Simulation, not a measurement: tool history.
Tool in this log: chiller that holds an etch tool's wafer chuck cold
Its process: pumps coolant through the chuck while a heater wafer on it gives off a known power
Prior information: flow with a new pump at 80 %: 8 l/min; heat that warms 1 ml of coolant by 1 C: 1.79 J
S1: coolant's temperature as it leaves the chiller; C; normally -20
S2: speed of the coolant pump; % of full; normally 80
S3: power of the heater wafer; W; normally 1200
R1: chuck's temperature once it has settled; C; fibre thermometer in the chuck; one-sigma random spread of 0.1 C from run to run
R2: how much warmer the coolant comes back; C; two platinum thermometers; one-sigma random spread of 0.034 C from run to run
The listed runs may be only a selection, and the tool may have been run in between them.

Run 1, hour 0: usual settings. Result: R1 -8.2 C, R2 5.08 C.
Run 2, hour 29: usual settings. Result: R1 -8.2 C, R2 5.01 C.
Run 3, hour 59.8: usual settings. Result: R1 -8.3 C, R2 5.06 C.
Run 4, hour 99.9: usual settings. Result: R1 -8.3 C, R2 5.05 C.
Run 5, hour 144.3: usual settings. Result: R1 -8.3 C, R2 5.01 C.
Run 6, hour 177.7: usual settings. Result: R1 -8.4 C, R2 4.99 C.
Run 7, hour 236.1: usual settings. Result: R1 -8.4 C, R2 5.06 C.
Run 8, hour 290.8: usual settings. Result: R1 -8.3 C, R2 5.13 C.
Run 9, hour 336.6: usual settings but S1 -23 C. Result: R1 -11.5 C, R2 5.13 C.
Run 10, hour 395.2: usual settings but S2 82 % of full. Result: R1 -8.5 C, R2 5.01 C.
Run 11, hour 443.8: usual settings but S2 82 % of full. Result: R1 -8.7 C, R2 4.98 C.
Run 12, hour 504.3: usual settings but S2 82 % of full. Result: R1 -8.8 C, R2 5.01 C.
Run 13, hour 550.6: usual settings. Result: R1 -8.4 C, R2 5.17 C.
Run 14, hour 579.9: usual settings. Result: R1 -8.5 C, R2 5.19 C.
Run 15, hour 635.4: usual settings. Result: R1 -8.4 C, R2 5.19 C.
Run 16, hour 665.6: usual settings. Result: R1 -8.5 C, R2 5.17 C.
Run 17, hour 721.1: usual settings but S1 -13 C, S2 93 % of full, S3 1220 W. Result: R1 -2.9 C, R2 4.5 C.
Run 18, hour 761.9: usual settings but S1 -12 C, S2 93 % of full, S3 1220 W. Result: R1 -1.9 C, R2 4.49 C.
Run 19, hour 798.8: usual settings but S3 1726 W. Result: R1 -3 C, R2 7.35 C.
Run 20, hour 844.3: usual settings but S3 1726 W. Result: R1 -3.4 C, R2 7.4 C.
Run 21, hour 882.7: usual settings but S3 668 W. Result: R1 -13.6 C, R2 3.04 C.
Run 22, hour 940.8: usual settings but S1 -22 C, S2 61 % of full, S3 945 W. Result: R1 -9.9 C, R2 5.61 C.
Run 23, hour 969.4: usual settings but S1 -17 C, S2 76 % of full, S3 686 W. Result: R1 -9.9 C, R2 3.31 C.
Run 24, hour 1014.3: usual settings but S1 -17 C, S2 76 % of full, S3 686 W. Result: R1 -9.9 C, R2 3.23 C.
Run 25, hour 1061.4: usual settings but S2 65 % of full. Result: R1 -5.6 C, R2 6.69 C.
Run 26, hour 1091.9: usual settings but S2 67 % of full. Result: R1 -5.9 C, R2 6.43 C.

Run 27 comes next. What will it give?
At hour 1111.7: chiller's thermometer calibrated.
Run 27, hour 1155: usual settings but S1 -24 C, S2 66 % of full, S3 1325 W. Result: R1 ?, R2 ?.

Logged for run 27: R1 -8.3 C, R2 7.18 C.
Take away the tool's hidden state, keep the run-to-run variation as it was, and the same run would have given R1 -8.3 C, R2 6.87 C.
